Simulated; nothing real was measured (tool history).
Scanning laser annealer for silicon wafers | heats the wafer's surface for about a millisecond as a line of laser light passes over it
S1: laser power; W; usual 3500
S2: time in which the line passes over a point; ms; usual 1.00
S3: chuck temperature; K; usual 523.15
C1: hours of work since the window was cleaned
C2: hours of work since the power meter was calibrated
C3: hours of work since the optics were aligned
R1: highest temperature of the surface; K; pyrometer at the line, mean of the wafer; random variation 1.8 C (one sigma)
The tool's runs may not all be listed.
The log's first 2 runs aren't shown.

run	hour	S1	S2	S3	C1	C2	C3	R1
3	25.6	3500	1.00	523.15	135	361	715	1298.15
4	36.9	3564	1.00	523.15	141	368	721	1316.15
5	52.6	3500	0.94	523.15	150	376	730	1275.15
6	68.0	3500	0.94	523.15	158	385	738	1271.15
7	85.4	3500	0.94	523.15	168	395	748	1272.15
8	97.4	3500	1.00	537.15	174	401	755	1313.15
9	108.3	3500	1.00	537.15	180	407	761	1311.15
10	120.6	3500	1.00	508.15	187	414	767	1283.15
11	136.8	3500	1.00	523.15	196	423	776	1297.15
12	151.3	3500	1.00	523.15	204	431	784	1298.15
13	159.5	3500	1.00	523.15	209	436	789	1297.15
14	167.9	3500	1.00	545.15	213	440	794	1316.15
15	176.6	3500	1.00	545.15	218	445	798	1320.15

Forecast run 16:
16	191.5	3500	1.00	545.15	227	453	807	?

Run 16 gave R1 1318.15 K.
Without the tool's hidden state the same run would have given R1 1329.15 K.

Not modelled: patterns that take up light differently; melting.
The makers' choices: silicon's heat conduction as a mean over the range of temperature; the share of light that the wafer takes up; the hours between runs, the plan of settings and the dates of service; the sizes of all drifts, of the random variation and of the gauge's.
